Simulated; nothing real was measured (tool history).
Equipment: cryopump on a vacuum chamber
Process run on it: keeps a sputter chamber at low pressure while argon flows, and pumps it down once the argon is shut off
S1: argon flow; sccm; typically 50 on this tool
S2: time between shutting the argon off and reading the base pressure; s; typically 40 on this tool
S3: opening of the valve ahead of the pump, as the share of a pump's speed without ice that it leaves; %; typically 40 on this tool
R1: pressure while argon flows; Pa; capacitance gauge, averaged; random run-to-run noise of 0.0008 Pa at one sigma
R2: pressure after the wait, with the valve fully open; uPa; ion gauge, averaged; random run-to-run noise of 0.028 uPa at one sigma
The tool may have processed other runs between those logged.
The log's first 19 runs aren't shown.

run,day,S1,S2,S3,R1,R2
20,28.15,50,40,40,0.1642,1.51
21,29.929,50,40,40,0.1659,1.48
22,31.275,54,28,46,0.1567,1.93
23,33.242,60,40,34,0.234,1.5
24,34.742,27,281,49,0.074,0.58
25,36.904,27,281,49,0.0749,0.61
26,38.671,27,281,49,0.0753,0.66
27,40.75,99,143,27,0.4828,0.74
28,41.842,72,40,24,0.3955,1.57
29,43.762,57,40,39,0.1991,1.54
30,45.138,39,40,40,0.1334,1.57
31,46.933,39,40,40,0.134,1.59
32,47.85,39,134,50,0.1098,0.82
33,48.996,39,134,50,0.1113,0.81
34,50.688,39,134,50,0.1112,0.81
35,52.062,86,172,20,0.5656,0.79

What if the next run were any one of these 3? Each begins from the tool's condition after run 35:
A,54.075,20,172,45,?,?
B,54.075,50,40,52,?,?
C,54.075,70,22,20,?,?

run,R1,R2
A,0.0625,0.78
B,0.1401,1.65
C,0.4625,2.48
Stripped of hidden state, with their random variation kept, the same runs would have yielded:
run,R1,R2
A,0.0554,0.47
B,0.1224,1.34
C,0.438,2.17
